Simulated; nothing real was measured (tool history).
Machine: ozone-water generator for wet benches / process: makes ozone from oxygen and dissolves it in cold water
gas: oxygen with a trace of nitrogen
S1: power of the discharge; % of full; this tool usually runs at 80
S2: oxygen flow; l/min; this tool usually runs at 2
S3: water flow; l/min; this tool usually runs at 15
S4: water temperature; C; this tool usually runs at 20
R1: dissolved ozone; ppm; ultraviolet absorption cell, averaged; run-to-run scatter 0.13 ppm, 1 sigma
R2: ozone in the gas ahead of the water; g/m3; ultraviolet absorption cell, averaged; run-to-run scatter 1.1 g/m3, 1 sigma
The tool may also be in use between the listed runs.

run    hour  S1    S2  S3  S4    R1     R2
  1       0  80     2  15  20  13.2  179.4
  2    63.3  80     2  15  27  12.3  177.5
  3    95.2  80     2  15  12  14.1  178.9
  4   158.8  57     2  15  20    11  146.4
  5   195.9  57     2  15  20    11  148.8
  6   259.4  57     2  15  20  11.1  145.3
  7     288  57     2  15  20  10.8  147.4
  8   334.4  80     2  13  20    15  176.8
  9   398.2  85     2  15  20  13.5    184
 10   466.3  85     2  15  20  13.6  182.3
 11   519.1  85     2  13  20  15.5  181.3
 12   574.5  80     2  15  20    13  177.3
 13     609  80     2  15  20  12.7    175
 14   649.6  80     2  15  20    13  175.6
 15   716.6  80     2  15  20  12.9  174.3
 16   762.3  80     2  15  20  12.9  175.3
 17   803.5  80     2  15  20  12.8  173.9
 18   853.5  80  1.15  15  20  10.4  212.7
 19   913.3  80  1.15  15  20  10.3  212.6
 20   941.3  80  1.15  15  20  10.4  214.1
 21   997.5  80  1.15  15  20  10.4  214.5
 22    1029  80  1.15  15  20  10.2  214.5
 23  1060.1  80  2.67  23  25   8.8    154

Estimate the outcome of run 24 from the log above:
 24  1127.3  51  1.41  14  13   ?   ?

Run 24 came out at R1 10 ppm, R2 155 g/m3.
On a tool with no hidden condition, and with the same random variation, this run would have come out at R1 11.3 ppm, R2 171.4 g/m3.
